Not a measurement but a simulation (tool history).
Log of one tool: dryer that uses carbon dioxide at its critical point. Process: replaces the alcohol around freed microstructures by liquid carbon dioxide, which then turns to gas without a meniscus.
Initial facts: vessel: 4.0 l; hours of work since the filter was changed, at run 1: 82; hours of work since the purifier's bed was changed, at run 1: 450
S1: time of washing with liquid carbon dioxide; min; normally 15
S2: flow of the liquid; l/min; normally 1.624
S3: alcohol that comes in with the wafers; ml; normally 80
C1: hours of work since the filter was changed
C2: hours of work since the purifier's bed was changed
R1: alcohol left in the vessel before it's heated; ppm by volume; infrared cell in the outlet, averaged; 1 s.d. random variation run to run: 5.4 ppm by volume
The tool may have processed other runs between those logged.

run 1 hour=0.0 | S1=15 S2=1.624 S3=80 | C1=82 C2=450 | R1=174
run 2 hour=25.5 | S1=15 S2=1.624 S3=80 | C1=94 C2=463 | R1=197
run 3 hour=67.2 | S1=15 S2=1.624 S3=72 | C1=114 C2=482 | R1=167
run 4 hour=109.0 | S1=15 S2=1.624 S3=72 | C1=134 C2=502 | R1=179
run 5 hour=157.5 | S1=15 S2=1.624 S3=80 | C1=157 C2=525 | R1=205
run 6 hour=184.5 | S1=15 S2=1.624 S3=80 | C1=169 C2=538 | R1=208
run 7 hour=213.0 | S1=15 S2=1.624 S3=87 | C1=183 C2=551 | R1=228
run 8 hour=249.4 | S1=15 S2=1.624 S3=87 | C1=200 C2=569 | R1=233
run 9 hour=294.8 | S1=15 S2=1.624 S3=33 | C1=222 C2=590 | R1=121
run 10 hour=342.9 | S1=15 S2=1.624 S3=33 | C1=244 C2=613 | R1=124
run 11 hour=368.8 | S1=15 S2=1.624 S3=33 | C1=257 C2=625 | R1=119
run 12 hour=398.3 | S1=15 S2=1.624 S3=33 | C1=271 C2=639 | R1=129
run 13 hour=436.8 | S1=15 S2=1.624 S3=33 | C1=289 C2=657 | R1=131
run 14 hour=459.5 | S1=15 S2=1.624 S3=33 | C1=300 C2=668 | R1=139
run 15 hour=503.0 | S1=15 S2=1.624 S3=33 | C1=320 C2=689 | R1=133
run 16 hour=523.1 | S1=15 S2=1.624 S3=33 | C1=330 C2=698 | R1=140
run 17 hour=558.1 | S1=15 S2=1.624 S3=33 | C1=346 C2=715 | R1=141
run 18 hour=597.0 | S1=11 S2=1.624 S3=80 | C1=365 C2=733 | R1=740
run 19 hour=620.4 | S1=20 S2=1.624 S3=80 | C1=376 C2=744 | R1=108
run 20 hour=644.2 | S1=21 S2=1.624 S3=80 | C1=387 C2=756 | R1=90
run 21 hour=680.5 | S1=21 S2=1.624 S3=80 | C1=404 C2=773 | R1=111
run 22 hour=711.1 | S1=15 S2=1.624 S3=84 | C1=419 C2=787 | R1=288
run 23 hour=735.3 | S1=15 S2=1.624 S3=84 | C1=430 C2=799 | R1=299
run 24 hour=772.4 | S1=10 S2=2.340 S3=48 | C1=448 C2=816 | R1=222
run 25 hour=806.7 | S1=10 S2=2.340 S3=48 | C1=464 C2=833 | R1=216
run 26 hour=849.8 | S1=17 S2=2.350 S3=30 | C1=485 C2=853 | R1=76
run 27 hour=893.8 | S1=12 S2=2.650 S3=45 | C1=505 C2=874 | R1=101
run 28 hour=927.3 | S1=12 S2=1.060 S3=67 | C1=521 C2=890 | R1=1866
-- hour=945.9 inlet filter changed
run 29 hour=965.1 | S1=10 S2=1.624 S3=54 | C1=9 C2=907 | R1=548
run 30 hour=985.4 | S1=17 S2=1.930 S3=80 | C1=19 C2=917 | R1=96
run 31 hour=1015.0 | S1=17 S2=1.930 S3=80 | C1=33 C2=931 | R1=98
run 32 hour=1046.6 | S1=17 S2=1.000 S3=58 | C1=48 C2=946 | R1=573
run 33 hour=1067.2 | S1=11 S2=2.480 S3=28 | C1=57 C2=955 | R1=98
run 34 hour=1091.3 | S1=19 S2=1.740 S3=41 | C1=69 C2=967 | R1=90
run 35 hour=1125.2 | S1=14 S2=2.090 S3=27 | C1=85 C2=983 | R1=85
run 36 hour=1156.7 | S1=15 S2=1.624 S3=21 | C1=100 C2=998 | R1=118
run 37 hour=1194.8 | S1=15 S2=1.750 S3=36 | C1=118 C2=1016 | R1=128
run 38 hour=1241.8 | S1=15 S2=1.750 S3=36 | C1=140 C2=1038 | R1=133
run 39 hour=1266.9 | S1=15 S2=1.750 S3=36 | C1=152 C2=1050 | R1=131
run 40 hour=1288.5 | S1=16 S2=2.310 S3=88 | C1=162 C2=1060 | R1=106
run 41 hour=1322.9 | S1=16 S2=2.310 S3=88 | C1=179 C2=1077 | R1=105
run 42 hour=1344.1 | S1=16 S2=2.310 S3=41 | C1=189 C2=1087 | R1=90
run 43 hour=1374.0 | S1=13 S2=1.240 S3=31 | C1=203 C2=1101 | R1=431
run 44 hour=1400.7 | S1=13 S2=2.300 S3=82 | C1=215 C2=1113 | R1=146
run 45 hour=1429.6 | S1=15 S2=2.300 S3=21 | C1=229 C2=1127 | R1=103
run 46 hour=1452.5 | S1=15 S2=2.070 S3=61 | C1=240 C2=1138 | R1=125

Results for each run, recomputed without the tool's hidden state and with each run's random variation untouched:
Hidden state at play: flow that reaches the vessel past the clogged filter, %; alcohol in the recycled carbon dioxide, ppm; drift of the gauge itself on alcohol_ppm, %.
run=1 R1=122
run=2 R1=142
run=3 R1=109
run=4 R1=117
run=5 R1=133
run=6 R1=133
run=7 R1=146
run=8 R1=148
run=9 R1=56
run=10 R1=57
run=11 R1=50
run=12 R1=57
run=13 R1=56
run=14 R1=63
run=15 R1=54
run=16 R1=57
run=17 R1=56
run=18 R1=485
run=19 R1=30
run=20 R1=15
run=21 R1=32
run=22 R1=135
run=23 R1=141
run=24 R1=94
run=25 R1=86
run=26 R1=7
run=27 R1=19
run=28 R1=1284
run=29 R1=463
run=30 R1=23
run=31 R1=24
run=32 R1=468
run=33 R1=20
run=34 R1=13
run=35 R1=7
run=36 R1=34
run=37 R1=40
run=38 R1=43
run=39 R1=39
run=40 R1=20
run=41 R1=14
run=42 R1=2
run=43 R1=288
run=44 R1=43
run=45 R1=11
run=46 R1=24
